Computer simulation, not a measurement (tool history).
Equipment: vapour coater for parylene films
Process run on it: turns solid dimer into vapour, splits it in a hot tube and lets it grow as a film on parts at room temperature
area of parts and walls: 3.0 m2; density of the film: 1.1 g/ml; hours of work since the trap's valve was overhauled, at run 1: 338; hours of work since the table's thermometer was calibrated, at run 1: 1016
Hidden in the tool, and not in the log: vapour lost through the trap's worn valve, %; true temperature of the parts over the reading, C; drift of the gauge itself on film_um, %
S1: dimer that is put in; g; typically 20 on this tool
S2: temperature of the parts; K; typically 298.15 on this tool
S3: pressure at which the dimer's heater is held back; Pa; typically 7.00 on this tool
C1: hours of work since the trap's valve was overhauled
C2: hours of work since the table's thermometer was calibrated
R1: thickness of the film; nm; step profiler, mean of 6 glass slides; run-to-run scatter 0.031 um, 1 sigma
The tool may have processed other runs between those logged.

run     day  S1      S2     S3   C1    C2    R1
  1   0.000  20  298.15   7.00  338  1016  3640
  2   1.538  20  295.15   7.00  358  1036  4070
  3   3.767  20  302.15   7.00  387  1065  3170
  4   5.733  20  302.15   7.00  412  1090  3060
  5   7.438  20  302.15   7.00  434  1112  3060
  6   9.379  11  294.15   7.65  459  1138  2310
  7  10.879  32  304.15  10.96  479  1157  4460
  8  12.517  27  298.15   7.96  500  1178  4830
  9  13.612  10  298.15   6.97  514  1192  1800
 10  14.933  16  293.15   6.97  531  1210  3490

What if the next run were any one of these 4? Each begins from the tool's condition after run 10:
     16.529  -- trap's valve overhauled
  A  16.625  16  298.15  4.18   1  1229   ?
     16.529  -- trap's valve overhauled
  B  16.625  33  293.15  3.43   1  1229   ?
     16.529  -- trap's valve overhauled
  C  16.625   9  309.15  3.28   1  1229   ?
     16.529  -- trap's valve overhauled
  D  16.625  31  300.15  7.00   1  1229   ?

run    R1
  A  3230
  B  8080
  C  1210
  D  5570
Without the tool's hidden state the same runs would have given:
run    R1
  A  3230
  B  8070
  C  1210
  D  5560
